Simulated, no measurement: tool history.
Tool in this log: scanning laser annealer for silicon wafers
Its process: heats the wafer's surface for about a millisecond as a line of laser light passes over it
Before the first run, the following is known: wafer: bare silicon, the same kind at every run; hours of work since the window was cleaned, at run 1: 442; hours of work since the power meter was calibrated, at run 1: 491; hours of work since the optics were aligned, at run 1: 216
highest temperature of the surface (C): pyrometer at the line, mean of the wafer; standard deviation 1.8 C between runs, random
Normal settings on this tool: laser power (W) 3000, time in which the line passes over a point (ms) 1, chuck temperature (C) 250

run    day  laser power (W)  time in which the line passes over a point (ms)  chuck temperature (C)  hours of work since the window was cleaned  hours of work since the power meter was calibrated  hours of work since the optics were aligned  highest temperature of the surface (C)
  1      0             3000                                                1                    250                                         442                                                 491                                          216                                    1024
  2  0.717             3000                                                1                    250                                         455                                                 504                                          228                                    1025
  3  1.279             3000                                                1                    250                                         465                                                 514                                          238                                    1020
  4  1.871             3000                                                1                    250                                         475                                                 524                                          249                                    1021
  5  2.196             3000                                                1                    250                                         481                                                 530                                          255                                    1026
  6    2.8             3000                                                1                    250                                         492                                                 541                                          265                                    1025
  7  3.296             2646                                                1                    250                                         500                                                 549                                          274                                     927
  8   3.95             2646                                                1                    250                                         512                                                 561                                          286                                     926
  9  4.646             3000                                                1                    280                                         524                                                 573                                          298                                    1050
 10  5.104             3000                                                1                    280                                         532                                                 581                                          306                                    1052
 11  5.538             3000                                                1                    226                                         540                                                 589                                          314                                     995
 12  5.921             2799                                                1                    276                                         547                                                 596                                          321                                     991
 13  6.596             3000                                             0.85                    231                                         559                                                 608                                          332                                     945

Here are 4 independent what-if runs from the current tool condition. What would each one return?
  A  7.125             3000                                                1                    222                                         568                                                 617                                          342                                       ?
  B  7.125             3224                                                1                    250                                         568                                                 617                                          342                                       ?
  C  7.125             3271                                                1                    277                                         568                                                 617                                          342                                       ?
  D  7.125             3234                                             0.85                    231                                         568                                                 617                                          342                                       ?

run  highest temperature of the surface (C)
  A                                     991
  B                                    1081
  C                                    1117
  D                                     999
The same runs, with their run-to-run variation unchanged, on a tool lacking any hidden condition would have given:
run  highest temperature of the surface (C)
  A                                    1010
  B                                    1101
  C                                    1137
  D                                    1018
